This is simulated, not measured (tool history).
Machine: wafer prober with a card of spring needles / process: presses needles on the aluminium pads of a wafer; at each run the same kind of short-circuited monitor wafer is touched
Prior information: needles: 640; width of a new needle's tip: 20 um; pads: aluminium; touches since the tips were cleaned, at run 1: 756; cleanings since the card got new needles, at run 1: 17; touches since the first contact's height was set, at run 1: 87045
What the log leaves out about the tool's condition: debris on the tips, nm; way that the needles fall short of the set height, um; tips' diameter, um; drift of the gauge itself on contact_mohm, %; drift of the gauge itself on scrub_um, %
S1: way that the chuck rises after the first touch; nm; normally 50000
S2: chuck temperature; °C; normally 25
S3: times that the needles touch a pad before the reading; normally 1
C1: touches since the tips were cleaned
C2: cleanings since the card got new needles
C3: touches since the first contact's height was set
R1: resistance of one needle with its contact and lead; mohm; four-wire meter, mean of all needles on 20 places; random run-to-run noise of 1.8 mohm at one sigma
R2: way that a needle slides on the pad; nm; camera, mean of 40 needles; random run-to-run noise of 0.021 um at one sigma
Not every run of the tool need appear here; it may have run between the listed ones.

run 1 hour=0 | S1=50000 S2=25 S3=1 | C1=756 C2=17 C3=87045 | R1=201 R2=6680
run 2 hour=14.9 | S1=50000 S2=25 S3=1 | C1=4148 C2=17 C3=90437 | R1=255 R2=6670
-- hour=16 tips cleaned on abrasive film
run 3 hour=29 | S1=50000 S2=25 S3=1 | C1=2983 C2=18 C3=93653 | R1=246 R2=6730
-- hour=35.3 tips cleaned on abrasive film
run 4 hour=43.5 | S1=50000 S2=25 S3=1 | C1=1873 C2=19 C3=96924 | R1=224 R2=6680
-- hour=48.5 height of the first contact set anew
-- hour=55.2 tips cleaned on abrasive film
run 5 hour=56.4 | S1=50000 S2=25 S3=1 | C1=271 C2=20 C3=1772 | R1=197 R2=6940
run 6 hour=68.9 | S1=50000 S2=25 S3=1 | C1=3139 C2=20 C3=4640 | R1=242 R2=6900
-- hour=75.3 tips cleaned on abrasive film
run 7 hour=79 | S1=50000 S2=25 S3=1 | C1=852 C2=21 C3=6917 | R1=208 R2=6890

What does the tool deliver on the next run?
run 8 hour=88.1 | S1=50000 S2=25 S3=1 | C1=2923 C2=21 C3=8988 | R1=? R2=?

{"run 8": {"R1": 240, "R2": 6880}}
With no hidden state in the tool, this same run would have given R1 185 mohm, R2 6910 nm.
